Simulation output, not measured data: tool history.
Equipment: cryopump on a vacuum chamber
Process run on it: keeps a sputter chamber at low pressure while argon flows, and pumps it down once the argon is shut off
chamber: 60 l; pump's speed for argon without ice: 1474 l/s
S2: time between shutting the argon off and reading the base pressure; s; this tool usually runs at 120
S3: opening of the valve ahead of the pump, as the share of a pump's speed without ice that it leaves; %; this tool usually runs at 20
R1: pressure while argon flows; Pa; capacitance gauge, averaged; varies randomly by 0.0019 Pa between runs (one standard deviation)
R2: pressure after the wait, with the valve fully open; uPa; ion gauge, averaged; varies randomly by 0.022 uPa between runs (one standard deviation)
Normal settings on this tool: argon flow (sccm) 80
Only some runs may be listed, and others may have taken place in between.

run 1 hour=0 | argon_flow_(sccm)=80 S2=120 S3=20 | R1=0.4841 R2=1.76
run 2 hour=18.8 | argon_flow_(sccm)=80 S2=120 S3=20 | R1=0.4815 R2=1.73
run 3 hour=30 | argon_flow_(sccm)=80 S2=120 S3=20 | R1=0.4841 R2=1.73
run 4 hour=49.1 | argon_flow_(sccm)=80 S2=120 S3=20 | R1=0.4836 R2=1.75
run 5 hour=65.4 | argon_flow_(sccm)=80 S2=120 S3=20 | R1=0.4869 R2=1.82
run 6 hour=84 | argon_flow_(sccm)=80 S2=120 S3=20 | R1=0.4837 R2=1.87
run 7 hour=94.5 | argon_flow_(sccm)=80 S2=120 S3=20 | R1=0.484 R2=1.91
run 8 hour=105 | argon_flow_(sccm)=80 S2=120 S3=20 | R1=0.4865 R2=1.84
run 9 hour=118.3 | argon_flow_(sccm)=80 S2=120 S3=20 | R1=0.4891 R2=1.96
run 10 hour=139.9 | argon_flow_(sccm)=80 S2=120 S3=20 | R1=0.4853 R2=1.92
run 11 hour=156 | argon_flow_(sccm)=80 S2=26 S3=20 | R1=0.4891 R2=3.41
run 12 hour=170.4 | argon_flow_(sccm)=80 S2=26 S3=20 | R1=0.4905 R2=3.48
run 13 hour=185.2 | argon_flow_(sccm)=80 S2=26 S3=20 | R1=0.4891 R2=3.53
run 14 hour=208.4 | argon_flow_(sccm)=37 S2=120 S3=20 | R1=0.2283 R2=1.96
run 15 hour=223.8 | argon_flow_(sccm)=37 S2=120 S3=20 | R1=0.2267 R2=2.02
run 16 hour=242.2 | argon_flow_(sccm)=37 S2=120 S3=20 | R1=0.2272 R2=2.04
run 17 hour=260.4 | argon_flow_(sccm)=37 S2=120 S3=20 | R1=0.2288 R2=2.1
run 18 hour=272.6 | argon_flow_(sccm)=37 S2=120 S3=20 | R1=0.2287 R2=2.14
run 19 hour=293.9 | argon_flow_(sccm)=37 S2=120 S3=20 | R1=0.2292 R2=2.12
run 20 hour=316.2 | argon_flow_(sccm)=153 S2=120 S3=20 | R1=0.9528 R2=2.23
run 21 hour=334.6 | argon_flow_(sccm)=153 S2=120 S3=20 | R1=0.9549 R2=2.16
run 22 hour=347 | argon_flow_(sccm)=78 S2=22 S3=24 | R1=0.4123 R2=3.9
run 23 hour=363.1 | argon_flow_(sccm)=150 S2=28 S3=24 | R1=0.792 R2=3.66
run 24 hour=373.7 | argon_flow_(sccm)=53 S2=120 S3=40 | R1=0.1792 R2=2.19
run 25 hour=390.9 | argon_flow_(sccm)=100 S2=120 S3=18 | R1=0.691 R2=2.22
run 26 hour=403.6 | argon_flow_(sccm)=80 S2=186 S3=23 | R1=0.4428 R2=2.16
run 27 hour=421.8 | argon_flow_(sccm)=80 S2=186 S3=23 | R1=0.4424 R2=2.19
run 28 hour=440.3 | argon_flow_(sccm)=41 S2=96 S3=56 | R1=0.1067 R2=2.5
run 29 hour=452 | argon_flow_(sccm)=51 S2=185 S3=20 | R1=0.323 R2=2.2
run 30 hour=471.7 | argon_flow_(sccm)=51 S2=185 S3=20 | R1=0.3221 R2=2.24
run 31 hour=482.1 | argon_flow_(sccm)=44 S2=258 S3=34 | R1=0.1735 R2=2.26
run 32 hour=499.1 | argon_flow_(sccm)=80 S2=84 S3=23 | R1=0.4434 R2=2.56

Results for each run, recomputed without the tool's hidden state and with each run's random variation untouched:
The tool's hidden condition here consists of: pump's speed, % of a pump's without ice; cold plate's temperature, K; leak into the chamber, uPa l/s; drift of the gauge itself on working_pa, %; drift of the gauge itself on base_upa, %.
run=1 R1=0.4604 R2=0.63
run=2 R1=0.4572 R2=0.6
run=3 R1=0.4593 R2=0.59
run=4 R1=0.458 R2=0.59
run=5 R1=0.4605 R2=0.62
run=6 R1=0.4566 R2=0.64
run=7 R1=0.4565 R2=0.64
run=8 R1=0.4585 R2=0.59
run=9 R1=0.4604 R2=0.65
run=10 R1=0.4559 R2=0.61
run=11 R1=0.4588 R2=2.11
run=12 R1=0.4594 R2=2.14
run=13 R1=0.4576 R2=2.15
run=14 R1=0.2131 R2=0.6
run=15 R1=0.2113 R2=0.59
run=16 R1=0.2113 R2=0.61
run=17 R1=0.2124 R2=0.64
run=18 R1=0.2121 R2=0.63
run=19 R1=0.2122 R2=0.64
run=20 R1=0.8797 R2=0.65
run=21 R1=0.88 R2=0.63
run=22 R1=0.3735 R2=2.37
run=23 R1=0.7161 R2=2.02
run=24 R1=0.1521 R2=0.59
run=25 R1=0.6384 R2=0.6
run=26 R1=0.3999 R2=0.49
run=27 R1=0.3986 R2=0.48
run=28 R1=0.0837 R2=0.72
run=29 R1=0.2938 R2=0.48
run=30 R1=0.2923 R2=0.49
run=31 R1=0.1476 R2=0.45
run=32 R1=0.3955 R2=0.77
